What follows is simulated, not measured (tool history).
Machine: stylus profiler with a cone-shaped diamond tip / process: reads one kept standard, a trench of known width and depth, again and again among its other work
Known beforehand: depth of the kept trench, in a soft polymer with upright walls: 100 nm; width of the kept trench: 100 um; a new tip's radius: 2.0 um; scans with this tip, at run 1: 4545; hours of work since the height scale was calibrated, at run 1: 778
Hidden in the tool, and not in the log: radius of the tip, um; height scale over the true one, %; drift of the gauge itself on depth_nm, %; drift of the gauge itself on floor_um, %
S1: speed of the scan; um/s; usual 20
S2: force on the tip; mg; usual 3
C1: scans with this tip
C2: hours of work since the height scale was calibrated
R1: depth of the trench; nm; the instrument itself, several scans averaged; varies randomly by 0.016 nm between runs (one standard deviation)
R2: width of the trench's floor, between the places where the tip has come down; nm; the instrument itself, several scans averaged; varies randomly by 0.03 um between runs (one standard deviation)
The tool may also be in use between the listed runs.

{"run": 1, "hour": 0.0, "S1": 20, "S2": 3, "C1": 4545, "C2": 778, "R1": 101.45, "R2": 98480}
{"run": 2, "hour": 66.0, "S1": 71, "S2": 3, "C1": 4785, "C2": 819, "R1": 101.41, "R2": 98210}
{"run": 3, "hour": 171.7, "S1": 20, "S2": 3, "C1": 5169, "C2": 884, "R1": 101.44, "R2": 98470}
{"run": 4, "hour": 261.1, "S1": 20, "S2": 3, "C1": 5494, "C2": 940, "R1": 101.43, "R2": 98460}
{"run": 5, "hour": 338.1, "S1": 20, "S2": 3, "C1": 5774, "C2": 988, "R1": 101.43, "R2": 98400}
{"run": 6, "hour": 393.0, "S1": 20, "S2": 3, "C1": 5974, "C2": 1022, "R1": 101.47, "R2": 98380}
{"run": 7, "hour": 440.5, "S1": 16, "S2": 3, "C1": 6147, "C2": 1052, "R1": 101.47, "R2": 98470}
{"run": 8, "hour": 500.8, "S1": 20, "S2": 3.72, "C1": 6366, "C2": 1089, "R1": 101.66, "R2": 98380}
{"run": 9, "hour": 574.5, "S1": 5, "S2": 3, "C1": 6634, "C2": 1135, "R1": 101.46, "R2": 98460}
{"run": 10, "hour": 657.4, "S1": 32, "S2": 3, "C1": 6935, "C2": 1187, "R1": 101.47, "R2": 98310}
{"run": 11, "hour": 756.3, "S1": 20, "S2": 3, "C1": 7295, "C2": 1248, "R1": 101.5, "R2": 98370}
{"run": 12, "hour": 831.0, "S1": 20, "S2": 5.05, "C1": 7567, "C2": 1295, "R1": 102.05, "R2": 98420}
{"run": 13, "hour": 890.8, "S1": 24, "S2": 3, "C1": 7784, "C2": 1332, "R1": 101.5, "R2": 98290}
{"run": 14, "hour": 976.1, "S1": 71, "S2": 3, "C1": 8094, "C2": 1385, "R1": 101.53, "R2": 98110}
{"run": 15, "hour": 1026.2, "S1": 71, "S2": 3, "C1": 8277, "C2": 1416, "R1": 101.54, "R2": 98080}
{"run": 16, "hour": 1114.5, "S1": 71, "S2": 3, "C1": 8598, "C2": 1471, "R1": 101.52, "R2": 98040}
{"run": 17, "hour": 1193.8, "S1": 71, "S2": 3, "C1": 8886, "C2": 1520, "R1": 101.49, "R2": 98010}
{"run": 18, "hour": 1250.9, "S1": 71, "S2": 3, "C1": 9094, "C2": 1556, "R1": 101.53, "R2": 98020}
{"hour": 1266.5, "done": "height scale calibrated on a step standard"}
{"run": 19, "hour": 1334.4, "S1": 71, "S2": 3, "C1": 9396, "C2": 42, "R1": 101.27, "R2": 98080}
{"run": 20, "hour": 1400.0, "S1": 20, "S2": 3, "C1": 9634, "C2": 83, "R1": 101.28, "R2": 98290}
{"run": 21, "hour": 1460.3, "S1": 20, "S2": 3, "C1": 9854, "C2": 121, "R1": 101.3, "R2": 98270}
{"run": 22, "hour": 1565.2, "S1": 20, "S2": 3, "C1": 10235, "C2": 186, "R1": 101.32, "R2": 98280}
{"run": 23, "hour": 1658.4, "S1": 20, "S2": 3, "C1": 10574, "C2": 244, "R1": 101.3, "R2": 98310}
{"run": 24, "hour": 1731.1, "S1": 20, "S2": 3, "C1": 10838, "C2": 289, "R1": 101.36, "R2": 98280}
{"run": 25, "hour": 1831.0, "S1": 29, "S2": 1.78, "C1": 11202, "C2": 351, "R1": 100.96, "R2": 98180}
{"run": 26, "hour": 1923.2, "S1": 9, "S2": 2.57, "C1": 11537, "C2": 409, "R1": 101.21, "R2": 98300}
{"run": 27, "hour": 2005.8, "S1": 9, "S2": 2.57, "C1": 11837, "C2": 460, "R1": 101.22, "R2": 98290}
{"run": 28, "hour": 2057.9, "S1": 16, "S2": 1.33, "C1": 12027, "C2": 492, "R1": 100.81, "R2": 98240}
{"run": 29, "hour": 2135.4, "S1": 77, "S2": 1.05, "C1": 12309, "C2": 541, "R1": 100.73, "R2": 97680}
{"run": 30, "hour": 2227.9, "S1": 5, "S2": 5.64, "C1": 12645, "C2": 598, "R1": 102.05, "R2": 98310}
{"run": 31, "hour": 2313.6, "S1": 20, "S2": 1.57, "C1": 12957, "C2": 652, "R1": 100.91, "R2": 98120}
{"run": 32, "hour": 2387.4, "S1": 20, "S2": 1.57, "C1": 13225, "C2": 697, "R1": 100.92, "R2": 98180}
{"run": 33, "hour": 2476.2, "S1": 20, "S2": 1.57, "C1": 13548, "C2": 753, "R1": 100.94, "R2": 98130}
{"run": 34, "hour": 2534.5, "S1": 20, "S2": 1.57, "C1": 13760, "C2": 789, "R1": 100.95, "R2": 98170}
{"run": 35, "hour": 2609.0, "S1": 9, "S2": 1.06, "C1": 14031, "C2": 835, "R1": 100.72, "R2": 98210}
{"run": 36, "hour": 2719.2, "S1": 32, "S2": 6.59, "C1": 14432, "C2": 904, "R1": 102.31, "R2": 98210}
{"run": 37, "hour": 2827.8, "S1": 32, "S2": 6.59, "C1": 14827, "C2": 971, "R1": 102.32, "R2": 98200}
{"run": 38, "hour": 2881.1, "S1": 8, "S2": 7.93, "C1": 15021, "C2": 1005, "R1": 102.63, "R2": 98290}
{"run": 39, "hour": 2969.7, "S1": 8, "S2": 7.93, "C1": 15343, "C2": 1060, "R1": 102.65, "R2": 98250}
{"run": 40, "hour": 3052.2, "S1": 8, "S2": 7.93, "C1": 15643, "C2": 1111, "R1": 102.65, "R2": 98210}
{"run": 41, "hour": 3150.4, "S1": 30, "S2": 2.41, "C1": 16000, "C2": 1172, "R1": 101.3, "R2": 98030}
{"run": 42, "hour": 3207.6, "S1": 55, "S2": 3.15, "C1": 16208, "C2": 1208, "R1": 101.49, "R2": 97920}
{"run": 43, "hour": 3312.4, "S1": 55, "S2": 3.15, "C1": 16589, "C2": 1273, "R1": 101.51, "R2": 97940}
{"run": 44, "hour": 3382.4, "S1": 55, "S2": 3.15, "C1": 16844, "C2": 1317, "R1": 101.5, "R2": 97930}
{"run": 45, "hour": 3453.9, "S1": 6, "S2": 1.5, "C1": 17104, "C2": 1361, "R1": 101.01, "R2": 98190}
{"run": 46, "hour": 3523.0, "S1": 26, "S2": 5.28, "C1": 17355, "C2": 1404, "R1": 102.11, "R2": 98080}

Each row is a separate what-if for the run after 46, all from the same tool condition, not one after another. Results?
{"run": "A", "hour": 3570.4, "S1": 23, "S2": 3, "C1": 17527, "C2": 1434, "R1": "?", "R2": "?"}
{"run": "B", "hour": 3570.4, "S1": 7, "S2": 5.28, "C1": 17527, "C2": 1434, "R1": "?", "R2": "?"}
{"run": "C", "hour": 3570.4, "S1": 78, "S2": 1.24, "C1": 17527, "C2": 1434, "R1": "?", "R2": "?"}

run=A R1=101.48 R2=98080
run=B R1=102.08 R2=98190
run=C R1=100.92 R2=97510
What these runs would have given with no unlogged condition in the tool:
run=A R1=101.28 R2=98620
run=B R1=101.88 R2=98730
run=C R1=100.72 R2=98040
